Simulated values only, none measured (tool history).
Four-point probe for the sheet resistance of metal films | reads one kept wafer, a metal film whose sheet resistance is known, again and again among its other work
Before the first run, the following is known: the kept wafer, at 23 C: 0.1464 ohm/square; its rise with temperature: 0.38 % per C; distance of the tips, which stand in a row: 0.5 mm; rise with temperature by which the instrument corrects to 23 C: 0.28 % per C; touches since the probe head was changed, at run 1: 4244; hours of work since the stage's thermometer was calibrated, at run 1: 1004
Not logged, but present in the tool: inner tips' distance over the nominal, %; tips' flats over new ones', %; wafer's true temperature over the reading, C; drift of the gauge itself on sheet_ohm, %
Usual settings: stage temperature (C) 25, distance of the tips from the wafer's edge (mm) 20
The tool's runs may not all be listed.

run,day,stage temperature (C),distance of the tips from the wafer's edge (mm),touches since the probe head was changed,hours of work since the stage's thermometer was calibrated,sheet resistance as the instrument gives it (ohm/square)
1,0,25,20,4244,1004,0.146737
2,1.221,25,28,5382,1021,0.146795
3,3.108,25,18,7149,1047,0.146725
4,5.308,25,18,9204,1076,0.146714
5,7.117,25,18,10891,1101,0.146737
6,8.512,25,18,12197,1120,0.146686
7,10.108,25,18,13685,1142,0.146718
8,11.417,25,18,14908,1160,0.146733
9,13.496,25,18,16849,1188,0.146648
10,14.804,25,18,18073,1206,0.146759
11,16.996,25,4,20117,1236,0.147802
12,19.129,25,4,22112,1265,0.147841
13,20.829,25,4,23699,1288,0.147893
14,23.196,25,4,25910,1320,0.1478
15,24.692,25,31,27306,1340,0.146611
16,27.029,27,24,29488,1372,0.146903
17,28.267,25,8,30646,1389,0.146894
18,29.892,23,57,32164,1411,0.146339
19,32.038,28,14,34168,1440,0.147098
20,33.938,20,8,35941,1466,0.146183
21,35.392,35,3,37300,1486,0.15011
22,36.496,25,12,38334,1501,0.146668
23,38.029,25,12,39765,1522,0.146665
24,39.054,25,4,40724,1536,0.14775
25,40.971,32,31,42513,1562,0.147447
26,43.262,22,6,44652,1593,0.146605
27,44.229,19,5,45557,1606,0.14641
28,46.571,19,5,47741,1638,0.14642
29,47.654,33,36,48753,1653,0.147586

What if the next run were any one of these 3? Each begins from the tool's condition after run 29:
A,48.917,20,9,49933,1670,?
B,48.917,28,4,49933,1670,?
C,48.917,23,20,49933,1670,?

run,sheet resistance as the instrument gives it (ohm/square)
A,0.146005
B,0.148142
C,0.146277
The same runs, with their run-to-run variation unchanged, on a tool lacking any hidden condition would have given:
run,sheet resistance as the instrument gives it (ohm/square)
A,0.146197
B,0.148341
C,0.146471
